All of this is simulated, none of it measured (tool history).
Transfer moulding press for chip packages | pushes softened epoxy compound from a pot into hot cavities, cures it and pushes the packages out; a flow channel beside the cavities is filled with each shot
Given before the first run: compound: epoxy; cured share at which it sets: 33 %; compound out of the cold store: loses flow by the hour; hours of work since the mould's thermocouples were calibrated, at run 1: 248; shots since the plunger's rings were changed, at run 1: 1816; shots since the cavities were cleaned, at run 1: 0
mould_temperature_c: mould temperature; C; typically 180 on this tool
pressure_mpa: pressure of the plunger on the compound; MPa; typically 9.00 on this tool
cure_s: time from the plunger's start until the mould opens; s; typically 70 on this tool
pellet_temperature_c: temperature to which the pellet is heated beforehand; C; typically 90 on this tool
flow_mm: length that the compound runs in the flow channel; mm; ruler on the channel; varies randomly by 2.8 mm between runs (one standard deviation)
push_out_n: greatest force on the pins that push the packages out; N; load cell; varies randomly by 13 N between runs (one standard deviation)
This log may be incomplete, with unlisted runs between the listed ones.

run   hour  mould_temperature_c  pressure_mpa  cure_s  pellet_temperature_c  hours of work since the mould's thermocouples were calibrated  shots since the plunger's rings were changed  shots since the cavities were cleaned  incoming compound's hours out of the cold store  flow_mm  push_out_n
  1    0.0                  180          9.00      70                    90                                                            248                                          1816                                      0                                             29.7      725         664
  2    7.6                  172          9.00      70                    90                                                            254                                          1963                                    147                                             29.0      756        1486
  3   19.9                  172          9.00      70                    90                                                            263                                          2200                                    384                                             13.3      802        2009
  4   25.1                  178          9.00      70                    90                                                            267                                          2302                                    486                                              8.4      795        1388
  5   37.2                  180          9.00      55                    90                                                            276                                          2537                                    721                                             39.7      695        2055
  6   44.4                  180          9.83      70                    90                                                            281                                          2676                                    860                                             38.6      734        1268
  7   57.0                  180          7.69      70                    90                                                            290                                          2920                                   1104                                              8.5      719        1428
      61.5  -- cavities cleaned with cleaning compound and waxed
  8   66.0                  174          9.00      70                    90                                                            296                                          3065                                     86                                             18.2      773        1263
  9   73.8                  180          9.00      96                    90                                                            301                                          3217                                    238                                             17.3      752         667
 10   85.4                  180          9.00      96                    90                                                            310                                          3442                                    463                                             30.9      712         803
      97.3  -- plunger's sealing rings changed
 11   99.8                  180          7.05      96                    90                                                            319                                            46                                    691                                             16.4      689         859
 12  111.3                  180          7.05      96                    90                                                            327                                           271                                    916                                             28.3      656         946
 13  116.6                  180          7.05      96                    90                                                            331                                           372                                   1017                                             30.9      646         958
     126.1  -- cavities cleaned with cleaning compound and waxed
 14  128.8                  180          7.05      96                    90                                                            339                                           580                                     53                                              8.5      710         518
 15  138.9                  183          7.97      54                    89                                                            346                                           775                                    248                                             42.2      652        1332
 16  147.3                  180          7.71      70                    90                                                            352                                           937                                    410                                             14.9      724        1153
 17  154.8                  179         10.78      60                    83                                                            358                                          1083                                    556                                             19.2      839        1891
 18  165.7                  179         10.78      82                    94                                                            366                                          1294                                    767                                             40.0      771        1014
 19  177.9                  180          7.55      70                    88                                                            375                                          1532                                   1005                                             24.6      687        1350
 20  185.5                  180          9.00      70                    92                                                            381                                          1678                                   1151                                             36.7      713        1337
     187.6  -- cavities cleaned with cleaning compound and waxed
 21  194.0                  172          6.91      69                    91                                                            386                                          1813                                    123                                             13.1      715        1655
 22  205.7                  173          9.00      87                    80                                                            394                                          2041                                    351                                             39.3      725        1093
 23  215.3                  173          7.49      87                    93                                                            401                                          2226                                    536                                             43.5      648        1188
 24  221.7                  177          9.78      90                    81                                                            406                                          2351                                    661                                             23.7      792        1036
 25  232.3                  186          9.78      90                    81                                                            414                                          2555                                    865                                             28.4      742         909

Predict the results of run 26:
 26  244.4                  172          9.78      92                    81                                                            423                                          2791                                   1101                                             45.0        ?           ?

Run 26 came out at flow_mm 739 mm, push_out_n 1369 N.
Minus the tool's unlogged condition, the same run would have read flow_mm 754 mm, push_out_n 645 N.
